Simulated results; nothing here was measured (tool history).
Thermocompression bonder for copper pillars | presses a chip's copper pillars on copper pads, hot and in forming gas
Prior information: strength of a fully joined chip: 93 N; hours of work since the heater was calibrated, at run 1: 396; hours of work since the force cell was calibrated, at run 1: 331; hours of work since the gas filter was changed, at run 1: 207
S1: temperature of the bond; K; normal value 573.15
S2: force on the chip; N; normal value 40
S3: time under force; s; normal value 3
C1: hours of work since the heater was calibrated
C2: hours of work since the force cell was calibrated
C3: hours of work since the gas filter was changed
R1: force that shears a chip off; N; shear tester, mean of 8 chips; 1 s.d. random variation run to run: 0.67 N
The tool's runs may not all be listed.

Run 1, hour 0.0: usual settings; C1 396; C2 331; C3 207. Result: R1 59.9 N.
Run 2, hour 20.2: usual settings; C1 411; C2 346; C3 222. Result: R1 61.6 N.
Run 3, hour 38.3: usual settings; C1 424; C2 360; C3 235. Result: R1 60.1 N.
At hour 44.5: forming gas filter changed.
Run 4, hour 65.1: usual settings but S1 600.15 K; C1 444; C2 379; C3 15. Result: R1 75.9 N.
Run 5, hour 94.8: usual settings but S1 602.15 K; C1 466; C2 401; C3 37. Result: R1 76.3 N.
Run 6, hour 117.8: usual settings but S1 559.15 K; C1 483; C2 418; C3 54. Result: R1 60.5 N.
Run 7, hour 136.5: usual settings but S1 559.15 K; C1 497; C2 432; C3 68. Result: R1 61.1 N.
Run 8, hour 158.9: usual settings but S2 27 N; C1 513; C2 448; C3 84. Result: R1 50.0 N.
Run 9, hour 181.8: usual settings; C1 530; C2 465; C3 101. Result: R1 64.5 N.
Run 10, hour 199.7: usual settings; C1 543; C2 478; C3 115. Result: R1 65.6 N.
Run 11, hour 225.0: usual settings; C1 562; C2 497; C3 133. Result: R1 64.1 N.
Run 12, hour 257.2: usual settings; C1 586; C2 521; C3 157. Result: R1 63.0 N.
Run 13, hour 273.7: usual settings but S1 572.15 K; C1 598; C2 533; C3 169. Result: R1 63.5 N.
Run 14, hour 303.1: usual settings but S1 572.15 K; C1 620; C2 555; C3 191. Result: R1 62.2 N.
Run 15, hour 333.4: usual settings but S1 572.15 K; C1 642; C2 577; C3 213. Result: R1 61.4 N.
Run 16, hour 349.7: usual settings but S1 578.15 K, S2 48 N, S3 2 s; C1 654; C2 589; C3 225. Result: R1 62.9 N.
At hour 369.9: forming gas filter changed.
Run 17, hour 375.0: usual settings but S2 34 N, S3 7 s; C1 672; C2 607; C3 4. Result: R1 74.8 N.

The next listed run, before its measurement:
Run 18, hour 398.7: usual settings but S2 34 N, S3 7 s; C1 690; C2 625; C3 21. Result: R1 ?.

Run 18 gave R1 75.7 N.
If the tool had no hidden condition, the same run with the same run-to-run variation would have returned R1 73.8 N.
